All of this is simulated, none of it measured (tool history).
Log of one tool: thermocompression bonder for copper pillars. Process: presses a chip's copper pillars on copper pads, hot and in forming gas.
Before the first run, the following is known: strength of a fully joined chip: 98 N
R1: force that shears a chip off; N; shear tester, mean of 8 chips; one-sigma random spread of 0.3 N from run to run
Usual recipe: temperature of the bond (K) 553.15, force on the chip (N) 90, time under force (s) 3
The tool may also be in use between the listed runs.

Run 1, day 0: usual settings. Result: R1 62.2 N.
Run 2, day 0.408: usual settings. Result: R1 61.7 N.
Run 3, day 0.988: usual settings. Result: R1 61.8 N.
Run 4, day 1.467: usual settings but force on the chip (N) 101. Result: R1 64.4 N.
Run 5, day 2.146: usual settings but force on the chip (N) 91. Result: R1 62.3 N.
Run 6, day 2.725: usual settings but time under force (s) 6. Result: R1 71.4 N.
Run 7, day 3.288: usual settings but time under force (s) 6. Result: R1 71.8 N.
At day 3.971: forming gas filter changed.
Run 8, day 3.983: usual settings but temperature of the bond (K) 532.15, force on the chip (N) 65, time under force (s) 7. Result: R1 58.1 N.
Run 9, day 4.412: usual settings but temperature of the bond (K) 546.15, force on the chip (N) 128, time under force (s) 2. Result: R1 67.6 N.
Run 10, day 4.804: usual settings but temperature of the bond (K) 573.15, force on the chip (N) 75, time under force (s) 2. Result: R1 68.9 N.
Run 11, day 5.188: usual settings but temperature of the bond (K) 573.15, force on the chip (N) 75, time under force (s) 2. Result: R1 69.2 N.
Run 12, day 5.5: usual settings but temperature of the bond (K) 573.15, force on the chip (N) 75, time under force (s) 2. Result: R1 68.7 N.

Predict each of these 4 candidate next runs independently; none follows another, all start after run 12:
Run A, day 5.95: usual settings but temperature of the bond (K) 573.15, force on the chip (N) 122. Result: R1 ?.
Run B, day 5.95: usual settings but time under force (s) 2. Result: R1 ?.
Run C, day 5.95: usual settings but time under force (s) 6. Result: R1 ?.
Run D, day 5.95: usual settings but force on the chip (N) 77, time under force (s) 2. Result: R1 ?.

run    R1
  A  87.7
  B  60.7
  C  79.2
  D  56.3
With the hidden condition removed and each run's random variation left untouched, the same runs would have given:
run    R1
  A  86.3
  B  57.6
  C  76.8
  D  53.2
